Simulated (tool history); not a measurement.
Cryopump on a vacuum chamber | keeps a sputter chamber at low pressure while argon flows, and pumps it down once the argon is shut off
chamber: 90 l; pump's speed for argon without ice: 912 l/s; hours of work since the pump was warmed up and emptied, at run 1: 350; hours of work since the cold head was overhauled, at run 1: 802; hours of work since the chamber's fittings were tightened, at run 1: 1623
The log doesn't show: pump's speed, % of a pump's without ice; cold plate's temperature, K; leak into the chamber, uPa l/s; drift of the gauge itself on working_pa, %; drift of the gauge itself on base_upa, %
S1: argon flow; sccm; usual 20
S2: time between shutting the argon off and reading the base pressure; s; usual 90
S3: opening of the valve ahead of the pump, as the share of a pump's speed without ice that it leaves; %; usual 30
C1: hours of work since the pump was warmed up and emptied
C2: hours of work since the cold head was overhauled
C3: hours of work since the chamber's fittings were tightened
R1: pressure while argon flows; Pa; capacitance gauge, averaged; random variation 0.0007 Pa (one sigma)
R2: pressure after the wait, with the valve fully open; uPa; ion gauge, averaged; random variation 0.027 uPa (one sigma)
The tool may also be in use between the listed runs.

run	hour	S1	S2	S3	C1	C2	C3	R1	R2
1	0.0	20	90	30	350	802	1623	0.1300	1.63
2	18.6	20	90	30	366	818	1640	0.1321	1.61
3	30.6	20	90	30	377	829	1650	0.1315	1.60
4	44.1	20	90	27	389	841	1662	0.1459	1.60
5	55.8	23	90	27	399	851	1673	0.1675	1.60
6	75.0	23	90	27	416	868	1689	0.1675	1.57
7	89.5	23	90	27	429	881	1702	0.1702	1.62
# hour 107.7: pump warmed up, emptied and cooled again
8	111.5	12	90	27	3	896	1717	0.0835	1.48
9	133.9	20	90	19	23	916	1737	0.1958	1.53
10	156.6	20	90	19	43	936	1757	0.1958	1.54
11	170.6	20	90	19	56	948	1770	0.1968	1.57
12	193.2	20	90	22	76	968	1790	0.1708	1.55
13	208.7	20	90	42	89	982	1803	0.0906	1.55
14	227.4	27	90	30	106	999	1820	0.1691	1.54
15	238.1	27	90	30	115	1008	1829	0.1692	1.55
16	259.3	20	102	30	134	1027	1848	0.1269	1.45
17	275.2	20	90	37	148	1041	1862	0.1031	1.60
18	289.7	20	90	52	161	1054	1875	0.0748	1.61
19	314.2	39	30	30	183	1076	1897	0.2485	3.48
20	337.5	17	27	33	203	1096	1917	0.1004	3.80
21	349.4	33	235	59	214	1107	1928	0.1116	1.07
22	374.0	12	37	36	236	1128	1950	0.0647	2.89
23	399.4	12	37	36	258	1151	1972	0.0647	2.97
24	419.2	12	118	20	276	1168	1990	0.1143	1.42
25	438.1	40	41	29	292	1185	2006	0.2644	2.71
26	458.0	15	56	17	310	1203	2024	0.1679	2.21
27	473.1	15	56	26	323	1216	2037	0.1131	2.28
28	491.9	15	56	26	340	1233	2054	0.1116	2.20
29	502.4	15	56	26	349	1242	2063	0.1125	2.21
30	524.4	21	61	17	369	1261	2083	0.2355	2.12
31	539.4	21	61	17	382	1275	2096	0.2371	2.13
32	553.0	20	46	16	394	1287	2108	0.2400	2.58
33	576.8	35	258	55	415	1308	2129	0.1327	1.11
34	594.9	20	160	44	431	1324	2145	0.0935	1.33
# hour 612.3: pump warmed up, emptied and cooled again
35	622.5	20	160	44	9	1344	2165	0.0856	1.19

Some steps in R1 between neighbouring runs. How much of each would the tool show without its hidden state too (settings, what came in, random variation), and how much is left for the hidden state, with any gauge scatter that isn't in both results?
Run 7 -> 8: S1 23 -> 12, pump warmed up, emptied and cooled again. R1 -0.0867 Pa: hidden state -0.0107, all else -0.0760.
Run 18 -> 19: S1 20 -> 39, S2 90 -> 30, S3 52 -> 30. R1 +0.1737 Pa: hidden state +0.0040, all else +0.1697.
Run 19 -> 20: S1 39 -> 17, S2 30 -> 27, S3 30 -> 33. R1 -0.1481 Pa: hidden state -0.0039, all else -0.1442.
Run 24 -> 25: S1 12 -> 40, S2 118 -> 41, S3 20 -> 29. R1 +0.1501 Pa: hidden state +0.0084, all else +0.1417.
Run 34 -> 35: pump warmed up, emptied and cooled again. R1 -0.0079 Pa: hidden state -0.0085, all else +0.0006.
